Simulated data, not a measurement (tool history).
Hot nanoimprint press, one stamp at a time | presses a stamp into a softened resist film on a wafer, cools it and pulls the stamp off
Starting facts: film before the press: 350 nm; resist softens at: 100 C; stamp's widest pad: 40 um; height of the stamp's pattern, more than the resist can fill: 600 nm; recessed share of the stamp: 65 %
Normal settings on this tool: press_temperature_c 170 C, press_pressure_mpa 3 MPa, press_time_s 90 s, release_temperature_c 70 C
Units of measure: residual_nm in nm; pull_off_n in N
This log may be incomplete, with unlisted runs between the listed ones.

run,hour,press_temperature_c,press_pressure_mpa,press_time_s,release_temperature_c,residual_nm,pull_off_n
1,0,170,3,90,70,160.3,164
2,27.8,170,3,90,70,160.2,166
3,59,170,3,90,70,159.5,157
4,85.8,170,3,90,70,160.1,168
5,122.9,170,3,90,70,160.1,173
6,139.2,170,3,90,70,159.8,173
7,163.9,170,3,90,60,157.9,199
8,199.1,170,3,90,63,159.4,195
9,227.9,170,3,90,70,158.6,180
10,258.2,170,3,90,70,157.9,178
11,287.3,170,3,90,70,156.5,184
12,315.3,160,3,90,70,226.5,192
13,349.9,160,3,90,70,227,190
14,365.9,160,2.2,90,70,250.2,184
15,394.6,170,3,89,70,157.9,118
16,417,158,2.38,94,76,254.2,106
17,446.7,158,2.38,56,76,284.9,110
18,463.5,158,2.38,56,76,284.1,110
19,484.8,158,2.38,56,76,280.6,116
20,506.2,170,2.41,60,60,196.9,147
21,528.3,170,2.41,60,60,197.5,151
22,564.6,168,4.51,67,70,156.1,130
23,601.6,168,4.51,67,64,157.2,149
24,638.7,168,3.29,62,56,183.7,166
25,669.9,168,3.29,62,56,182.3,168
26,691.3,163,4.39,129,70,150.8,141
27,728.8,163,4.39,129,70,150.7,142
28,745.7,163,4.39,129,70,150.7,141
29,777.8,159,2.04,60,70,275.6,140
30,813.7,172,3,83,57,145,187

Put back what was entered between runs (1 entry, withheld): which listed runs does each sit between, and how does the hidden state differ from the listed run before to the listed run after?
Between runs 14 and 15: stamp cleaned and given a new release coat (hour 380)
  true temperature over the reading, C: 1 -> 1.04; pressure that arrives at the usual setting, %: 97.86 -> 97.82; grip of the stamp's worn release coat, % over a new coat's: 60.8 -> 0.9
  what was measured, less what the result would be without the hidden state, residual_nm: -6 -> -4.9 nm; pull_off_n: +67 -> -1 N

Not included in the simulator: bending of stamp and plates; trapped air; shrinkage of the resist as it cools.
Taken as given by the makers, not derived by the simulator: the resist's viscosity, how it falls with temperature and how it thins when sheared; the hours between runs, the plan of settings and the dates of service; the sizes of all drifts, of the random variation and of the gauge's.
